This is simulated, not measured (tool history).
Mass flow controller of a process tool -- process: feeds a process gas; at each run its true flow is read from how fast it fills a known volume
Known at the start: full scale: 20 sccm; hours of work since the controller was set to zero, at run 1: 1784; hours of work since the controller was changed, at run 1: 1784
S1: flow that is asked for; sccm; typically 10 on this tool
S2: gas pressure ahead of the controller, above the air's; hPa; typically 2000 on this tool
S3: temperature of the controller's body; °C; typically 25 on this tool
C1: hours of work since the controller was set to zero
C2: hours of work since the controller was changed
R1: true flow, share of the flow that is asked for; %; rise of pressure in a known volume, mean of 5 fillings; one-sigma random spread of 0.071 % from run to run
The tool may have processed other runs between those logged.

Run 1, hour 0.0: usual settings; C1 1784; C2 1784. Result: R1 100.40 %.
Run 2, hour 127.1: usual settings; C1 1825; C2 1825. Result: R1 100.39 %.
Run 3, hour 280.5: usual settings; C1 1873; C2 1873. Result: R1 100.49 %.
Run 4, hour 424.1: usual settings; C1 1918; C2 1918. Result: R1 100.44 %.
Run 5, hour 523.1: usual settings but S2 2640 hPa; C1 1950; C2 1950. Result: R1 100.20 %.
Run 6, hour 685.4: usual settings but S2 2640 hPa; C1 2001; C2 2001. Result: R1 100.12 %.
Run 7, hour 856.2: usual settings but S2 1680 hPa; C1 2055; C2 2055. Result: R1 100.78 %.
Run 8, hour 973.1: usual settings but S1 3 sccm, S2 1630 hPa; C1 2092; C2 2092. Result: R1 101.23 %.

Run 9 is up next; what results do you expect?
Run 9, hour 1061.7: usual settings but S1 3 sccm, S2 1630 hPa; C1 2120; C2 2120. Result: R1 ?.

{"run 9": {"R1": 101.31}}
On a tool with no hidden condition, and with the same random variation, this run would have come out at R1 99.17 %.
